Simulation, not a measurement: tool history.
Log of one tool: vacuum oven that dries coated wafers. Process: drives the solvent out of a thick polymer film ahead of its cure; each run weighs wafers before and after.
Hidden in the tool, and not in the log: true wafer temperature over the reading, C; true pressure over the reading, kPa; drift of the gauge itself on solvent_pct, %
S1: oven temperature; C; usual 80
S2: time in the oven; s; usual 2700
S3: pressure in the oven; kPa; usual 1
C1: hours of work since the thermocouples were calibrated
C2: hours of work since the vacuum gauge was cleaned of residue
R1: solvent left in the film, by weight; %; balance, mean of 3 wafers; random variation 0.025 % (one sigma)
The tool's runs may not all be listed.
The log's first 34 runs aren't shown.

run	hour	S1	S2	S3	C1	C2	R1
35	2651.4	80	2700	0.62	1263	219	3.62
36	2757.5	84	2760	0.63	1335	291	2.75
# hour 2825.1: oven's thermocouples calibrated
37	2842.6	77	2760	0.63	12	347	4.63
38	2906.2	77	1620	1.26	55	391	7.45
39	3014.9	77	2160	1.26	129	464	6.11
40	3108.7	76	4380	1	193	528	2.96
41	3200.7	81	3600	1	255	591	2.76
42	3305.6	81	1980	1	326	662	5.43
43	3415.9	78	2700	1	401	737	4.59
44	3505.1	84	2700	1.64	462	797	3.57
45	3559.7	84	2700	1.64	499	835	3.55
46	3644.7	80	2700	2.05	557	892	4.6

Forecast each of these 4 alternatives for the next run:
A	3740.4	94	2100	1	622	957	?
B	3740.4	87	1680	2.05	622	957	?
C	3740.4	78	2700	1.9	622	957	?
D	3740.4	80	2700	1.22	622	957	?

run	R1
A	2.49
B	5.21
C	5.03
D	4.19
Without the tool's hidden state the same runs would have given:
run	R1
A	2.58
B	5.36
C	5.14
D	4.29
